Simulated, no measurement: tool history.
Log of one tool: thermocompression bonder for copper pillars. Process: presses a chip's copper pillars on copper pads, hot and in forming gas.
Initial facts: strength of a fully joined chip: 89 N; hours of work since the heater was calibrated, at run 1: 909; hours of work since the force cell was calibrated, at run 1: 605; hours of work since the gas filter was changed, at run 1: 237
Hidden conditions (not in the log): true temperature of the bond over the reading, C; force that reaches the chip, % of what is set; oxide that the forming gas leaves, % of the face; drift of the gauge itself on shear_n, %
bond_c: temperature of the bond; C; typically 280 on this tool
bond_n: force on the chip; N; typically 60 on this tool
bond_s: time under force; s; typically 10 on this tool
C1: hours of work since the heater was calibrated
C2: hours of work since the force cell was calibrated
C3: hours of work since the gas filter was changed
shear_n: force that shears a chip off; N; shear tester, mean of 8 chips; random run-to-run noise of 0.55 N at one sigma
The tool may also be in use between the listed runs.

{"run": 1, "day": 0.0, "bond_c": 280, "bond_n": 60, "bond_s": 10, "C1": 909, "C2": 605, "C3": 237, "shear_n": 60.3}
{"run": 2, "day": 2.179, "bond_c": 285, "bond_n": 60, "bond_s": 10, "C1": 947, "C2": 644, "C3": 275, "shear_n": 63.8}
{"run": 3, "day": 5.738, "bond_c": 285, "bond_n": 60, "bond_s": 10, "C1": 1010, "C2": 706, "C3": 337, "shear_n": 63.6}
{"run": 4, "day": 7.879, "bond_c": 285, "bond_n": 60, "bond_s": 10, "C1": 1047, "C2": 743, "C3": 375, "shear_n": 62.3}
{"day": 8.488, "done": "forming gas filter changed"}
{"run": 5, "day": 11.85, "bond_c": 285, "bond_n": 60, "bond_s": 10, "C1": 1116, "C2": 813, "C3": 59, "shear_n": 66.5}
{"run": 6, "day": 14.508, "bond_c": 285, "bond_n": 60, "bond_s": 5, "C1": 1163, "C2": 859, "C3": 105, "shear_n": 54.5}
{"run": 7, "day": 17.662, "bond_c": 285, "bond_n": 60, "bond_s": 5, "C1": 1218, "C2": 914, "C3": 161, "shear_n": 54.9}
{"run": 8, "day": 20.429, "bond_c": 285, "bond_n": 60, "bond_s": 5, "C1": 1267, "C2": 963, "C3": 209, "shear_n": 55.3}
{"run": 9, "day": 22.683, "bond_c": 280, "bond_n": 60, "bond_s": 6, "C1": 1306, "C2": 1002, "C3": 249, "shear_n": 54.4}
{"run": 10, "day": 25.129, "bond_c": 280, "bond_n": 60, "bond_s": 6, "C1": 1349, "C2": 1045, "C3": 292, "shear_n": 54.3}
{"run": 11, "day": 29.046, "bond_c": 280, "bond_n": 60, "bond_s": 6, "C1": 1418, "C2": 1114, "C3": 360, "shear_n": 54.4}
{"day": 30.292, "done": "forming gas filter changed"}
{"run": 12, "day": 32.496, "bond_c": 280, "bond_n": 60, "bond_s": 6, "C1": 1478, "C2": 1174, "C3": 39, "shear_n": 56.6}
{"run": 13, "day": 34.921, "bond_c": 289, "bond_n": 60, "bond_s": 10, "C1": 1520, "C2": 1217, "C3": 81, "shear_n": 70.4}
{"run": 14, "day": 37.825, "bond_c": 289, "bond_n": 60, "bond_s": 10, "C1": 1571, "C2": 1267, "C3": 132, "shear_n": 69.9}
{"run": 15, "day": 41.867, "bond_c": 281, "bond_n": 60, "bond_s": 10, "C1": 1642, "C2": 1338, "C3": 203, "shear_n": 64.5}
{"run": 16, "day": 43.629, "bond_c": 281, "bond_n": 60, "bond_s": 10, "C1": 1673, "C2": 1369, "C3": 234, "shear_n": 65.0}
{"day": 46.067, "done": "heater calibrated with a thermocouple chip"}
{"run": 17, "day": 47.979, "bond_c": 309, "bond_n": 62, "bond_s": 10, "C1": 33, "C2": 1444, "C3": 308, "shear_n": 73.3}

Expected results for the next run?
{"run": 18, "day": 50.083, "bond_c": 262, "bond_n": 62, "bond_s": 10, "C1": 70, "C2": 1481, "C3": 345, "shear_n": "?"}

Logged for run 18: shear_n 49.9 N.
Without the tool's hidden state the same run would have given shear_n 49.8 N.
